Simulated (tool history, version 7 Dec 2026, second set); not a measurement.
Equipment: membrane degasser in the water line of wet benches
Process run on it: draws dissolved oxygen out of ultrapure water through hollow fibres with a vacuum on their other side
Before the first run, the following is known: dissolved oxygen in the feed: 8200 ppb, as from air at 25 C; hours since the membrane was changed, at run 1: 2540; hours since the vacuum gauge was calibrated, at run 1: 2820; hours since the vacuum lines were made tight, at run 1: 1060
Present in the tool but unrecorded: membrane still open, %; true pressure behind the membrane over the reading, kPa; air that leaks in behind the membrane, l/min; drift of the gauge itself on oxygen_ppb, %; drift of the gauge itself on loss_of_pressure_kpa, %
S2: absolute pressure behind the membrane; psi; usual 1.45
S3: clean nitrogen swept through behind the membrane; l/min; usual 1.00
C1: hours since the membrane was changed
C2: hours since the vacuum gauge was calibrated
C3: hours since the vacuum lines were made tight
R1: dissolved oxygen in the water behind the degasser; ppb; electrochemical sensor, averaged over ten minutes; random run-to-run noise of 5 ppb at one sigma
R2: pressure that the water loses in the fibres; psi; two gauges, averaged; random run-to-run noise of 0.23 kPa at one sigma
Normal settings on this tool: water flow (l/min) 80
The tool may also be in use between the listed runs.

{"run": 1, "day": 0.0, "water flow (l/min)": 80, "S2": 1.45, "S3": 1.0, "C1": 2540, "C2": 2820, "C3": 1060, "R1": 885.3, "R2": 8.437}
{"run": 2, "day": 2.475, "water flow (l/min)": 80, "S2": 1.45, "S3": 1.0, "C1": 2599, "C2": 2879, "C3": 1120, "R1": 885.9, "R2": 8.493}
{"run": 3, "day": 4.996, "water flow (l/min)": 80, "S2": 1.45, "S3": 1.0, "C1": 2660, "C2": 2940, "C3": 1180, "R1": 887.4, "R2": 8.477}
{"run": 4, "day": 6.725, "water flow (l/min)": 80, "S2": 1.45, "S3": 1.0, "C1": 2701, "C2": 2981, "C3": 1222, "R1": 883.9, "R2": 8.522}
{"run": 5, "day": 7.971, "water flow (l/min)": 80, "S2": 1.32, "S3": 1.0, "C1": 2731, "C2": 3011, "C3": 1252, "R1": 780.4, "R2": 8.47}
{"run": 6, "day": 10.804, "water flow (l/min)": 80, "S2": 1.45, "S3": 1.0, "C1": 2799, "C2": 3079, "C3": 1320, "R1": 881.7, "R2": 8.506}
{"run": 7, "day": 12.092, "water flow (l/min)": 80, "S2": 1.45, "S3": 1.0, "C1": 2830, "C2": 3110, "C3": 1351, "R1": 874.8, "R2": 8.422}
{"run": 8, "day": 14.542, "water flow (l/min)": 80, "S2": 1.45, "S3": 1.0, "C1": 2889, "C2": 3169, "C3": 1409, "R1": 881.6, "R2": 8.493}
{"run": 9, "day": 15.938, "water flow (l/min)": 80, "S2": 1.45, "S3": 1.0, "C1": 2922, "C2": 3202, "C3": 1443, "R1": 884.5, "R2": 8.496}
{"run": 10, "day": 18.392, "water flow (l/min)": 80, "S2": 1.45, "S3": 1.0, "C1": 2981, "C2": 3261, "C3": 1502, "R1": 888.5, "R2": 8.473}
{"run": 11, "day": 20.254, "water flow (l/min)": 80, "S2": 1.45, "S3": 1.0, "C1": 3026, "C2": 3306, "C3": 1547, "R1": 879.6, "R2": 8.527}
{"run": 12, "day": 23.158, "water flow (l/min)": 80, "S2": 1.45, "S3": 1.0, "C1": 3096, "C2": 3376, "C3": 1616, "R1": 878.5, "R2": 8.535}
{"run": 13, "day": 25.558, "water flow (l/min)": 80, "S2": 1.45, "S3": 1.0, "C1": 3153, "C2": 3433, "C3": 1674, "R1": 881.1, "R2": 8.549}
{"run": 14, "day": 27.45, "water flow (l/min)": 80, "S2": 1.45, "S3": 1.0, "C1": 3199, "C2": 3479, "C3": 1719, "R1": 887.9, "R2": 8.62}
{"run": 15, "day": 29.671, "water flow (l/min)": 80, "S2": 1.45, "S3": 1.0, "C1": 3252, "C2": 3532, "C3": 1772, "R1": 883.7, "R2": 8.593}
{"run": 16, "day": 31.517, "water flow (l/min)": 93, "S2": 1.45, "S3": 1.0, "C1": 3296, "C2": 3576, "C3": 1817, "R1": 975.8, "R2": 9.945}
{"run": 17, "day": 34.283, "water flow (l/min)": 98, "S2": 3.12, "S3": 1.0, "C1": 3363, "C2": 3643, "C3": 1883, "R1": 2300.3, "R2": 10.512}
{"run": 18, "day": 36.621, "water flow (l/min)": 95, "S2": 3.25, "S3": 0.99, "C1": 3419, "C2": 3699, "C3": 1939, "R1": 2350.0, "R2": 10.198}
{"run": 19, "day": 39.5, "water flow (l/min)": 62, "S2": 1.9, "S3": 1.0, "C1": 3488, "C2": 3768, "C3": 2008, "R1": 1015.9, "R2": 6.662}
{"run": 20, "day": 41.375, "water flow (l/min)": 62, "S2": 1.9, "S3": 1.0, "C1": 3533, "C2": 3813, "C3": 2053, "R1": 1028.5, "R2": 6.666}
{"run": 21, "day": 44.225, "water flow (l/min)": 62, "S2": 1.9, "S3": 1.94, "C1": 3601, "C2": 3881, "C3": 2122, "R1": 639.1, "R2": 6.675}
{"run": 22, "day": 46.167, "water flow (l/min)": 62, "S2": 3.1, "S3": 1.94, "C1": 3648, "C2": 3928, "C3": 2168, "R1": 1104.5, "R2": 6.667}
{"run": 23, "day": 48.512, "water flow (l/min)": 51, "S2": 1.57, "S3": 0.46, "C1": 3704, "C2": 3984, "C3": 2225, "R1": 1160.7, "R2": 5.482}
{"run": 24, "day": 50.108, "water flow (l/min)": 66, "S2": 1.12, "S3": 1.72, "C1": 3742, "C2": 4023, "C3": 2263, "R1": 368.7, "R2": 7.079}
{"run": 25, "day": 52.408, "water flow (l/min)": 105, "S2": 3.32, "S3": 1.0, "C1": 3798, "C2": 4078, "C3": 2318, "R1": 2541.3, "R2": 11.236}
{"run": 26, "day": 54.125, "water flow (l/min)": 126, "S2": 3.32, "S3": 1.53, "C1": 3839, "C2": 4119, "C3": 2359, "R1": 2221.8, "R2": 13.557}
{"run": 27, "day": 56.858, "water flow (l/min)": 126, "S2": 3.32, "S3": 1.53, "C1": 3904, "C2": 4184, "C3": 2425, "R1": 2228.9, "R2": 13.558}
{"run": 28, "day": 59.521, "water flow (l/min)": 80, "S2": 1.62, "S3": 1.0, "C1": 3968, "C2": 4248, "C3": 2489, "R1": 1017.0, "R2": 8.628}
{"day": 60.162, "done": "gauge calibrated"}
{"run": 29, "day": 62.108, "water flow (l/min)": 80, "S2": 1.62, "S3": 1.0, "C1": 4030, "C2": 4311, "C3": 2551, "R1": 1011.4, "R2": 8.437}

Predict each of these 3 candidate next runs independently; none follows another, all start after run 29:
{"run": "A", "day": 65.021, "water flow (l/min)": 57, "S2": 1.91, "S3": 1.0, "C1": 4100, "C2": 4380, "C3": 2621, "R1": "?", "R2": "?"}
{"run": "B", "day": 65.021, "water flow (l/min)": 69, "S2": 2.16, "S3": 0.84, "C1": 4100, "C2": 4380, "C3": 2621, "R1": "?", "R2": "?"}
{"run": "C", "day": 65.021, "water flow (l/min)": 80, "S2": 1.62, "S3": 1.33, "C1": 4100, "C2": 4380, "C3": 2621, "R1": "?", "R2": "?"}

run=A R1=982.2 R2=6.063
run=B R1=1430.2 R2=7.317
run=C R1=854.9 R2=8.432
Without the tool's unlogged condition, the same runs would have read:
run=A R1=981.8 R2=6.050
run=B R1=1429.9 R2=7.301
run=C R1=854.5 R2=8.414
